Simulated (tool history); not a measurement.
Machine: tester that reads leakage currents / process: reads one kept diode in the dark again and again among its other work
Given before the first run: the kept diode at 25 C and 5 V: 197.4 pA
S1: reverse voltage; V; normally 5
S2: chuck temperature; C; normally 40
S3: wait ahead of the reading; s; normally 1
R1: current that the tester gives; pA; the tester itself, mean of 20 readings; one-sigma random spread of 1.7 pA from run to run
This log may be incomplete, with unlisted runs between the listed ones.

Run 1, hour 0: usual settings. Result: R1 559.8 pA.
Run 2, hour 83.4: usual settings. Result: R1 557.06 pA.
Run 3, hour 222.4: usual settings but S1 5.88 V. Result: R1 597.31 pA.
At hour 410.8: tester calibrated.
Run 4, hour 410.8: usual settings but S1 5.88 V. Result: R1 601.82 pA.
Run 5, hour 589.5: usual settings but S1 5.88 V. Result: R1 598.41 pA.
Run 6, hour 712.5: usual settings but S1 5.88 V. Result: R1 596.84 pA.
Run 7, hour 822.4: usual settings but S1 5.88 V. Result: R1 598.96 pA.
Run 8, hour 921.6: usual settings but S3 1.87 s. Result: R1 561.91 pA.
Run 9, hour 1116.4: usual settings but S3 1.87 s. Result: R1 559.18 pA.
Run 10, hour 1306.8: usual settings but S1 15.65 V. Result: R1 901.22 pA.
Run 11, hour 1418: usual settings but S2 34 C. Result: R1 375.74 pA.
Run 12, hour 1609.8: usual settings but S2 34 C. Result: R1 374.6 pA.
Run 13, hour 1769.7: usual settings but S2 34 C. Result: R1 372.75 pA.
Run 14, hour 1850.2: usual settings but S1 11.37 V, S2 57 C. Result: R1 2274.86 pA.
Run 15, hour 1935.1: usual settings but S1 11.37 V, S2 57 C. Result: R1 2269.47 pA.
Run 16, hour 2030.6: usual settings but S1 1.74 V, S2 34 C, S3 9.96 s. Result: R1 240.12 pA.
Run 17, hour 2162.6: usual settings but S1 1.74 V, S2 34 C, S3 9.96 s. Result: R1 239.58 pA.
Run 18, hour 2297.4: usual settings but S1 13.07 V, S2 22 C, S3 0.87 s. Result: R1 238.69 pA.
Run 19, hour 2487.6: usual settings but S1 4.14 V, S2 39 C, S3 4.61 s. Result: R1 486 pA.
Run 20, hour 2647: usual settings but S1 4.14 V, S2 32 C, S3 4.61 s. Result: R1 303.25 pA.
Run 21, hour 2756.8: usual settings but S1 4.14 V, S2 32 C, S3 4.61 s. Result: R1 301.86 pA.
Run 22, hour 2921.5: usual settings but S1 4.14 V, S2 32 C, S3 4.61 s. Result: R1 300.31 pA.
Run 23, hour 3034.1: usual settings but S1 4.14 V, S2 32 C, S3 4.61 s. Result: R1 302.62 pA.
At hour 3182.5: chuck's temperature calibrated.
Run 24, hour 3221.4: usual settings but S1 13.05 V, S2 32 C, S3 0.42 s. Result: R1 487.86 pA.
Run 25, hour 3373.7: usual settings but S1 13.05 V, S2 32 C, S3 0.42 s. Result: R1 489.23 pA.

Alternative continuations, all from the tool just after run 25; predict every row:
Run A, hour 3541.2: usual settings but S1 3.01 V, S2 50 C, S3 4.98 s. Result: R1 ?.
Run B, hour 3541.2: usual settings but S1 8.05 V, S2 45 C, S3 3.45 s. Result: R1 ?.
Run C, hour 3541.2: usual settings but S1 3.33 V, S2 57 C, S3 3.19 s. Result: R1 ?.
Run D, hour 3541.2: usual settings but S1 6.24 V, S2 32 C, S3 0.42 s. Result: R1 ?.
Run E, hour 3541.2: usual settings but S1 1.98 V, S2 55 C, S3 1.39 s. Result: R1 ?.

run       R1
  A   859.53
  B   945.39
  C  1370.42
  D   356.91
  E   978.76
Take away the tool's hidden state, keep each run's random variation, and the runs would have read:
run       R1
  A   859.29
  B   945.05
  C  1370.06
  D   356.72
  E   978.51
